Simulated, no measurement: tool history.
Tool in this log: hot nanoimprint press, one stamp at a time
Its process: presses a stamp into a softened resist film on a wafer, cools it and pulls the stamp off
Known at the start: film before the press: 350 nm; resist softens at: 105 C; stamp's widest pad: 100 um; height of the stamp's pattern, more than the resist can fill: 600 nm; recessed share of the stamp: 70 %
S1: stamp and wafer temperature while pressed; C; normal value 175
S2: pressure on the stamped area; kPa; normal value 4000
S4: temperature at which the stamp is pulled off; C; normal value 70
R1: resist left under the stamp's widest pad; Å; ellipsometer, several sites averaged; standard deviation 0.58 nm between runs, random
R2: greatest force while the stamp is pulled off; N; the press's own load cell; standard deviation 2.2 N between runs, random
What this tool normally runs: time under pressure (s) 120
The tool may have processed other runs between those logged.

run 1 day=0.000 | S1=175 S2=4000 time_under_pressure_(s)=120 S4=70 | R1=1690 R2=94
run 2 day=1.808 | S1=175 S2=4000 time_under_pressure_(s)=120 S4=70 | R1=1683 R2=97
run 3 day=3.312 | S1=175 S2=4000 time_under_pressure_(s)=120 S4=70 | R1=1683 R2=100
-- day=3.808 stamp cleaned and given a new release coat
run 4 day=5.758 | S1=175 S2=4000 time_under_pressure_(s)=149 S4=70 | R1=1554 R2=96
run 5 day=9.062 | S1=175 S2=4000 time_under_pressure_(s)=149 S4=70 | R1=1561 R2=97
run 6 day=10.608 | S1=175 S2=4000 time_under_pressure_(s)=120 S4=71 | R1=1691 R2=95
-- day=11.867 press's hydraulic seals changed and the load cell set to zero
run 7 day=13.079 | S1=175 S2=4000 time_under_pressure_(s)=120 S4=70 | R1=1683 R2=102
run 8 day=15.304 | S1=175 S2=4000 time_under_pressure_(s)=120 S4=70 | R1=1684 R2=94
run 9 day=16.788 | S1=175 S2=4000 time_under_pressure_(s)=120 S4=70 | R1=1698 R2=98
-- day=19.117 plate thermocouple calibrated
run 10 day=19.433 | S1=175 S2=4000 time_under_pressure_(s)=120 S4=70 | R1=1699 R2=99
-- day=20.979 stamp cleaned and given a new release coat
run 11 day=22.229 | S1=183 S2=4000 time_under_pressure_(s)=71 S4=61 | R1=1607 R2=123
run 12 day=25.429 | S1=186 S2=4510 time_under_pressure_(s)=214 S4=67 | R1=873 R2=106
run 13 day=28.308 | S1=173 S2=4070 time_under_pressure_(s)=73 S4=70 | R1=2120 R2=99
run 14 day=29.867 | S1=175 S2=4970 time_under_pressure_(s)=64 S4=72 | R1=1936 R2=90
run 15 day=32.629 | S1=175 S2=3900 time_under_pressure_(s)=120 S4=70 | R1=1715 R2=96
run 16 day=35.412 | S1=166 S2=2420 time_under_pressure_(s)=67 S4=75 | R1=2904 R2=85

For run 17, what comes out?
-- day=37.712 stamp cleaned and given a new release coat
run 17 day=38.400 | S1=166 S2=3210 time_under_pressure_(s)=94 S4=58 | R1=? R2=?

Run 17 measured R1 2551 Å, R2 128 N.
The same run, on a tool lacking any hidden state, would have yielded R1 2535 Å, R2 128 N.
